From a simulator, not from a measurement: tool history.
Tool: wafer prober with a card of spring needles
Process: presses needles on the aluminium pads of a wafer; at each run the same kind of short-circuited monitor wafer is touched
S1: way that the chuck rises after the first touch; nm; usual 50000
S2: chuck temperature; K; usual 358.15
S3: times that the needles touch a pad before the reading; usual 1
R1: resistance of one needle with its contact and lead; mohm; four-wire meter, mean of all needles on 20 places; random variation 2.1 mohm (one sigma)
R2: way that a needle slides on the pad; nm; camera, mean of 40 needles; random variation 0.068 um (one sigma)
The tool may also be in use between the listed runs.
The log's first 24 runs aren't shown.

{"run": 25, "day": 8.146, "S1": 49000, "S2": 299.15, "S3": 3, "R1": 217, "R2": 10120}
{"day": 8.208, "done": "tips cleaned on abrasive film"}
{"day": 8.45, "done": "tips cleaned on abrasive film"}
{"run": 26, "day": 8.538, "S1": 49000, "S2": 299.15, "S3": 3, "R1": 221, "R2": 10080}
{"day": 8.688, "done": "tips cleaned on abrasive film"}
{"run": 27, "day": 8.904, "S1": 59000, "S2": 299.15, "S3": 2, "R1": 211, "R2": 12050}
{"day": 8.946, "done": "tips cleaned on abrasive film"}
{"run": 28, "day": 9.129, "S1": 40000, "S2": 299.15, "S3": 1, "R1": 226, "R2": 8290}
{"day": 9.196, "done": "tips cleaned on abrasive film"}
{"day": 9.325, "done": "height of the first contact set anew"}
{"day": 9.442, "done": "tips cleaned on abrasive film"}
{"run": 29, "day": 9.462, "S1": 40000, "S2": 299.15, "S3": 1, "R1": 224, "R2": 8290}
{"day": 9.675, "done": "tips cleaned on abrasive film"}
{"run": 30, "day": 9.842, "S1": 50000, "S2": 358.15, "S3": 2, "R1": 233, "R2": 10270}
{"day": 9.908, "done": "tips cleaned on abrasive film"}
{"day": 10.15, "done": "tips cleaned on abrasive film"}
{"run": 31, "day": 10.233, "S1": 69000, "S2": 358.15, "S3": 2, "R1": 228, "R2": 14200}
{"day": 10.388, "done": "tips cleaned on abrasive film"}
{"run": 32, "day": 10.546, "S1": 61000, "S2": 312.15, "S3": 1, "R1": 215, "R2": 12500}

Forecast each of these 3 alternatives for the next run:
{"day": 10.621, "done": "tips cleaned on abrasive film"}
{"run": "A", "day": 10.808, "S1": 40000, "S2": 358.15, "S3": 2, "R1": "?", "R2": "?"}
{"day": 10.621, "done": "tips cleaned on abrasive film"}
{"run": "B", "day": 10.808, "S1": 35000, "S2": 354.15, "S3": 2, "R1": "?", "R2": "?"}
{"day": 10.621, "done": "tips cleaned on abrasive film"}
{"run": "C", "day": 10.808, "S1": 42000, "S2": 350.15, "S3": 1, "R1": "?", "R2": "?"}

run=A R1=237 R2=8290
run=B R1=244 R2=7190
run=C R1=233 R2=8630
Without the tool's hidden state the same runs would have given:
run=A R1=236 R2=8290
run=B R1=244 R2=7190
run=C R1=232 R2=8630
